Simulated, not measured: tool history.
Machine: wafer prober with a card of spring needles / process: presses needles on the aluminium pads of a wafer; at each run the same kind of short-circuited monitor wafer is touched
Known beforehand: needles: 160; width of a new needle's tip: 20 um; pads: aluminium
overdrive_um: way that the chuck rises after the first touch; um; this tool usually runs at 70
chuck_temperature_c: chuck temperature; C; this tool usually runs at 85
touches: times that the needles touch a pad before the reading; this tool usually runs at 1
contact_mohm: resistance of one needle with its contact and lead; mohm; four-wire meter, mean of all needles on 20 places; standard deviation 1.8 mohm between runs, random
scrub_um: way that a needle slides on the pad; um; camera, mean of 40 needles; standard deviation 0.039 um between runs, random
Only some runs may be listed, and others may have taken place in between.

run	hour	overdrive_um	chuck_temperature_c	touches	contact_mohm	scrub_um
1	0.0	70	85	1	229	10.87
# hour 12.5: tips cleaned on abrasive film
2	20.6	70	85	1	228	10.90
# hour 31.2: tips cleaned on abrasive film
3	41.8	70	85	1	239	10.98
# hour 48.9: tips cleaned on abrasive film
# hour 66.3: tips cleaned on abrasive film
4	67.3	70	85	1	201	10.84
# hour 86.0: tips cleaned on abrasive film
5	86.0	70	53	1	190	10.79
6	103.0	70	85	1	246	10.82
# hour 107.0: tips cleaned on abrasive film
# hour 125.5: tips cleaned on abrasive film
7	139.1	70	85	1	242	10.77
# hour 144.0: tips cleaned on abrasive film
# hour 155.1: height of the first contact set anew
# hour 162.2: tips cleaned on abrasive film
8	162.2	70	85	1	195	10.57
# hour 180.3: tips cleaned on abrasive film
9	187.5	76	84	2	211	11.52
# hour 200.5: tips cleaned on abrasive film
# hour 218.7: tips cleaned on abrasive film
10	224.3	73	50	2	204	11.03
# hour 238.5: tips cleaned on abrasive film
# hour 256.9: tips cleaned on abrasive film
11	260.4	73	50	1	214	10.99
# hour 276.7: tips cleaned on abrasive film
# hour 296.6: tips cleaned on abrasive film
12	302.2	77	29	1	208	11.63
# hour 314.1: tips cleaned on abrasive film
# hour 333.0: tips cleaned on abrasive film
13	333.3	77	26	2	181	11.64
# hour 346.6: height of the first contact set anew, once more
# hour 353.6: tips cleaned on abrasive film
14	360.3	77	26	2	201	12.15
# hour 371.9: tips cleaned on abrasive film
15	385.5	60	85	1	261	9.45
# hour 390.8: tips cleaned on abrasive film
# hour 408.2: tips cleaned on abrasive film
16	408.6	60	85	1	206	9.38

Here are 3 independent what-if runs from the current tool condition. What would each one return?
# hour 427.7: tips cleaned on abrasive film
A	437.0	70	116	1	?	?
# hour 427.7: tips cleaned on abrasive film
B	437.0	89	31	2	?	?
# hour 427.7: tips cleaned on abrasive film
C	437.0	62	85	1	?	?

run	contact_mohm	scrub_um
A	243	11.01
B	192	14.07
C	248	9.69
Had the tool no hidden state, the same runs would have come out as:
run	contact_mohm	scrub_um
A	199	11.06
B	173	14.13
C	191	9.74

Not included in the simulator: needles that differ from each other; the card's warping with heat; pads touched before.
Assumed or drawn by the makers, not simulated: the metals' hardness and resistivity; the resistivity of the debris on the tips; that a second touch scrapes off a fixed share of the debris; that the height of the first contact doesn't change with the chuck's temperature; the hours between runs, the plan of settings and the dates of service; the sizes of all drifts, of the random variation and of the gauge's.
